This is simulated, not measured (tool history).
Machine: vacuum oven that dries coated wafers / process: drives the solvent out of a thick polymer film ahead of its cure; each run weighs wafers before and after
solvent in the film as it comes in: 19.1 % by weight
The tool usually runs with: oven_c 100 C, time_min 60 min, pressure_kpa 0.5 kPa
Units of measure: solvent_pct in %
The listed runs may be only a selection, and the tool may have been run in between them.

run	hour	oven_c	time_min	pressure_kpa	solvent_pct
1	0	100	60	0.5	1.85
2	17.8	100	60	0.5	1.9
3	34.3	100	60	0.5	1.92
4	42.8	100	60	0.363	1.86
5	50.5	100	60	0.363	1.81
6	63.5	100	60	0.5	1.87
7	79.9	100	65	0.5	1.59
8	96.5	100	80	0.5	1.19
9	109.3	108	80	0.5	0.4
10	119	100	60	0.5	1.91
11	132.6	100	60	0.5	1.95
12	143.7	106	52	0.745	1.24
13	160.6	105	52	0.769	1.39
14	174.8	105	52	0.769	1.48
15	188	105	52	0.769	1.46
16	202.4	105	52	0.769	1.54
17	209.9	103	36	0.986	3.49
18	223.6	89	91	1.226	4.07
19	236	100	74	1.83	2.13
20	245.5	93	49	1.83	5.98
21	255.3	100	60	1.935	2.74

Here are 3 independent what-if runs from the current tool condition. What would each one return?
A	273.6	110	45	1.268	?
B	273.6	100	73	1.568	?
C	273.6	91	30	0.974	?

run	solvent_pct
A	1.15
B	2.1
C	9
With no hidden state in the tool, these same runs would have given:
run	solvent_pct
A	0.86
B	1.68
C	8.41
